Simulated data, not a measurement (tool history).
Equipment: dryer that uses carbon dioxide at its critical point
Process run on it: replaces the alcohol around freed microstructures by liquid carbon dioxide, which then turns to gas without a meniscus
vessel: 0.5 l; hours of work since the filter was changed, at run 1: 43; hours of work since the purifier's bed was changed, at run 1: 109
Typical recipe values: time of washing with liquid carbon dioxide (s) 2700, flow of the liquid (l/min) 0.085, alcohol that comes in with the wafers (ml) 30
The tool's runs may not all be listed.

| run | hour | time of washing with liquid carbon dioxide (s) | flow of the liquid (l/min) | alcohol that comes in with the wafers (ml) | hours of work since the filter was changed | hours of work since the purifier's bed was changed | alcohol left in the vessel before it's heated (ppm by volume) |
|---|---|---|---|---|---|---|---|
| 1 | 0 | 2700 | 0.085 | 30 | 43 | 109 | 88 |
| 2 | 20.3 | 2700 | 0.085 | 30 | 52 | 118 | 94 |
| 3 | 39.6 | 2700 | 0.1109 | 30 | 60 | 127 | 39 |
| 4 | 57.7 | 2700 | 0.085 | 57 | 68 | 135 | 146 |
| 5 | 76.4 | 2700 | 0.085 | 57 | 77 | 143 | 152 |
| 6 | 98.7 | 2700 | 0.085 | 57 | 86 | 153 | 159 |
| 7 | 116.9 | 2700 | 0.085 | 57 | 94 | 161 | 148 |
| 8 | 126.8 | 2700 | 0.085 | 57 | 99 | 165 | 176 |
| 9 | 147.4 | 2700 | 0.085 | 30 | 108 | 174 | 106 |
| 10 | 163.3 | 3840 | 0.085 | 30 | 115 | 181 | 38 |
| 11 | 177.1 | 2700 | 0.085 | 30 | 121 | 187 | 108 |
| 12 | 196 | 2700 | 0.085 | 30 | 129 | 196 | 104 |
| 13 | 209.4 | 2700 | 0.085 | 30 | 135 | 202 | 103 |
| 14 | 218.9 | 2700 | 0.085 | 30 | 139 | 206 | 119 |
| 15 | 237 | 2700 | 0.085 | 30 | 147 | 214 | 121 |
| 16 | 250.3 | 2700 | 0.085 | 30 | 153 | 220 | 126 |
| 17 | 272.7 | 2700 | 0.085 | 30 | 163 | 230 | 117 |
| 18 | 287.6 | 2700 | 0.085 | 30 | 170 | 236 | 120 |
| 19 | 300.1 | 2700 | 0.085 | 30 | 175 | 242 | 124 |
| 20 | 322.4 | 2700 | 0.085 | 30 | 185 | 252 | 126 |
| 21 | 343.3 | 2700 | 0.085 | 30 | 194 | 261 | 132 |
| 22 | 358.1 | 2700 | 0.085 | 85 | 201 | 267 | 285 |
| 23 | 380 | 2700 | 0.085 | 85 | 211 | 277 | 285 |
| 24 | 392.7 | 3360 | 0.0672 | 28 | 216 | 283 | 138 |
| 25 | 409.8 | 2220 | 0.0741 | 109 | 224 | 290 | 2183 |
| 26 | 427.7 | 2220 | 0.0741 | 109 | 232 | 298 | 2188 |
| 27 | 442.5 | 2220 | 0.0741 | 109 | 238 | 305 | 2182 |
| 28 | 451.7 | 2880 | 0.0854 | 75 | 242 | 309 | 210 |
| 29 | 464.3 | 2700 | 0.137 | 75 | 248 | 314 | 62 |
| 30 | 482.4 | 3900 | 0.0656 | 48 | 256 | 322 | 133 |
| 31 | 502.2 | 3900 | 0.0656 | 48 | 265 | 331 | 131 |
| 32 | 512.9 | 2340 | 0.085 | 117 | 269 | 336 | 938 |
| 33 | 528.7 | 1740 | 0.0965 | 47 | 276 | 343 | 931 |
| 34 | 541.5 | 2700 | 0.085 | 58 | 282 | 348 | 259 |
| 35 | 550.6 | 2700 | 0.1371 | 58 | 286 | 352 | 79 |
| 36 | 559.9 | 4140 | 0.085 | 40 | 290 | 357 | 66 |
| 37 | 575.7 | 1680 | 0.1416 | 33 | 297 | 364 | 152 |
| 38 | 595.2 | 1980 | 0.0774 | 53 | 306 | 372 | 1592 |
| 39 | 608.7 | 2400 | 0.074 | 74 | 312 | 378 | 1194 |
| 40 | 617.9 | 2400 | 0.074 | 74 | 316 | 382 | 1194 |
| 41 | 640.3 | 4140 | 0.0784 | 59 | 326 | 392 | 90 |
| 42 | 660.5 | 2280 | 0.0949 | 106 | 335 | 401 | 644 |
| 43 | 681.4 | 2280 | 0.0949 | 106 | 344 | 410 | 653 |
| 44 | 702.8 | 2280 | 0.0949 | 106 | 353 | 420 | 653 |
| 45 | 719 | 2280 | 0.0949 | 106 | 360 | 427 | 683 |
| 46 | 737.7 | 2280 | 0.0949 | 106 | 369 | 435 | 700 |

3 options for the next run, each taken on its own from the tool as it stands now. Forecast them:
| A | 751.5 | 2700 | 0.085 | 99 | 375 | 441 | ? |
| B | 751.5 | 2280 | 0.1213 | 61 | 375 | 441 | ? |
| C | 751.5 | 2340 | 0.0796 | 23 | 375 | 441 | ? |

| run | alcohol left in the vessel before it's heated (ppm by volume) |
|---|---|
| A | 493 |
| B | 142 |
| C | 390 |
Take away the tool's hidden state, keep each run's random variation, and the runs would have read:
| run | alcohol left in the vessel before it's heated (ppm by volume) |
|---|---|
| A | 175 |
| B | 28 |
| C | 155 |
